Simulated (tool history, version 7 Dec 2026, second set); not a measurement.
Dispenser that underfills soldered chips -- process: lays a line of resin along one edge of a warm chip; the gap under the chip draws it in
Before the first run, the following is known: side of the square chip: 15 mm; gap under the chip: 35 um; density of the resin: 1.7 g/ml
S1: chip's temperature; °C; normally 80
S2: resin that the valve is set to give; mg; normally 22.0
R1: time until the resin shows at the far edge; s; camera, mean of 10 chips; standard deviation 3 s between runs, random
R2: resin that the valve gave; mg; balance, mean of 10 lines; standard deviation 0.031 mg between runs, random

run,hour,S1,S2,R1,R2
1,0.0,80,22.0,354.8,21.93
# hour 8.4: new syringe of resin
2,14.5,80,19.9,420.2,19.77
# hour 20.1: new syringe of resin
3,24.4,80,22.0,370.6,21.78
# hour 31.6: new syringe of resin
4,38.9,80,22.0,417.6,21.74
# hour 43.7: new syringe of resin
# hour 48.6: dispensing valve cleaned and set on the balance
5,51.6,80,22.0,412.5,22.00
# hour 56.4: new syringe of resin
6,64.4,80,20.3,439.8,20.26
# hour 68.5: new syringe of resin
7,71.5,80,20.3,338.9,20.22
8,79.0,80,20.3,502.3,20.21
# hour 80.2: new syringe of resin
9,86.7,80,20.3,398.8,20.21
# hour 91.9: new syringe of resin
10,100.4,80,20.3,454.8,20.13
# hour 104.3: new syringe of resin
11,108.5,80,24.1,350.5,23.86
# hour 115.8: new syringe of resin
12,119.2,72,24.1,484.0,23.79
# hour 121.1: dispensing valve cleaned and set on the balance
# hour 128.2: new syringe of resin
13,129.7,80,22.0,311.6,21.91
14,138.1,80,22.0,476.9,21.90
# hour 139.7: new syringe of resin
15,150.1,84,22.9,413.4,22.74
# hour 151.1: new syringe of resin
16,158.8,70,26.3,649.1,26.04
# hour 163.7: new syringe of resin
17,173.0,70,26.3,716.7,25.97
# hour 175.1: new syringe of resin
18,179.9,87,22.0,263.5,21.65
# hour 186.6: new syringe of resin
# hour 193.2: dispensing valve cleaned and set on the balance
19,194.3,87,22.0,288.1,21.94
# hour 199.7: new syringe of resin
20,210.2,87,22.0,361.2,21.83

What will run 21 give?
# hour 211.8: new syringe of resin
21,221.0,72,19.0,?,?

{"run 21": {"R1": 653.5, "R2": 18.77}}
With the hidden condition absent and the run-to-run variation left alone, this run would have shown R1 432.5 s, R2 18.94 mg.
